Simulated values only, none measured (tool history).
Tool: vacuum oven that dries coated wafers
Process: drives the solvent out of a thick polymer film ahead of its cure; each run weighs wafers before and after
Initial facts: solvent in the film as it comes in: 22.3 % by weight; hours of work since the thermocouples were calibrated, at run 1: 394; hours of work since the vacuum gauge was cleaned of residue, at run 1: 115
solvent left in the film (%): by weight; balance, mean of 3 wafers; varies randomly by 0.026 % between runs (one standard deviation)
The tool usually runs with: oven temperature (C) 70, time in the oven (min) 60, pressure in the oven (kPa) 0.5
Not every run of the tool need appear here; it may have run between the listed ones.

| run | hour | oven temperature (C) | time in the oven (min) | pressure in the oven (kPa) | hours of work since the thermocouples were calibrated | hours of work since the vacuum gauge was cleaned of residue | solvent left in the film (%) |
|---|---|---|---|---|---|---|---|
| 1 | 0 | 70 | 60 | 0.5 | 394 | 115 | 1.72 |
| 2 | 26.4 | 70 | 60 | 0.5 | 408 | 129 | 1.71 |
| 3 | 85.4 | 70 | 60 | 0.5 | 439 | 160 | 1.68 |
| 4 | 123.2 | 70 | 60 | 0.5 | 459 | 180 | 1.72 |
| 5 | 181.9 | 70 | 60 | 0.5 | 490 | 211 | 1.68 |
| 6 | 221.6 | 70 | 60 | 0.5 | 511 | 232 | 1.76 |
| 7 | 251.9 | 70 | 60 | 0.5 | 527 | 248 | 1.72 |
| 8 | 285.9 | 70 | 60 | 0.5 | 545 | 266 | 1.67 |
| 9 | 337.6 | 70 | 60 | 0.5 | 572 | 294 | 1.67 |
| 10 | 383.2 | 70 | 60 | 0.5 | 596 | 318 | 1.65 |
| 11 | 434 | 70 | 60 | 0.5 | 623 | 345 | 1.65 |
| 12 | 487.7 | 81 | 35 | 0.399 | 652 | 373 | 1.35 |
| 13 | 543.6 | 64 | 31 | 0.447 | 681 | 403 | 6.98 |
| 14 | 573.4 | 64 | 31 | 0.447 | 697 | 419 | 7.03 |
| 15 | 604.1 | 63 | 37 | 0.521 | 713 | 435 | 6.28 |
| 16 | 652.2 | 79 | 46 | 0.279 | 739 | 460 | 0.86 |
| 17 | 680.6 | 79 | 42 | 0.279 | 754 | 475 | 1.11 |
|  | 698.6 | oven's thermocouples calibrated |
| 18 | 708.9 | 62 | 94 | 0.816 | 5 | 489 | 2.42 |
| 19 | 767.5 | 66 | 56 | 0.397 | 36 | 520 | 3.17 |
| 20 | 815.2 | 66 | 56 | 0.397 | 62 | 546 | 3.11 |
| 21 | 860 | 56 | 79 | 0.5 | 85 | 569 | 4.78 |
| 22 | 899.7 | 75 | 57 | 0.5 | 106 | 590 | 1.22 |

Below are 4 alternative next runs, each starting from the tool's condition after run 22. Predict each:
| A | 929 | 75 | 55 | 0.5 | 122 | 606 | ? |
| B | 929 | 63 | 61 | 0.5 | 122 | 606 | ? |
| C | 929 | 59 | 60 | 1.793 | 122 | 606 | ? |
| D | 929 | 70 | 37 | 0.299 | 122 | 606 | ? |

| run | solvent left in the film (%) |
|---|---|
| A | 1.29 |
| B | 3.76 |
| C | 6.51 |
| D | 4.12 |
With no hidden state in the tool, these same runs would have given:
| run | solvent left in the film (%) |
|---|---|
| A | 1.24 |
| B | 3.71 |
| C | 6.46 |
| D | 4.1 |

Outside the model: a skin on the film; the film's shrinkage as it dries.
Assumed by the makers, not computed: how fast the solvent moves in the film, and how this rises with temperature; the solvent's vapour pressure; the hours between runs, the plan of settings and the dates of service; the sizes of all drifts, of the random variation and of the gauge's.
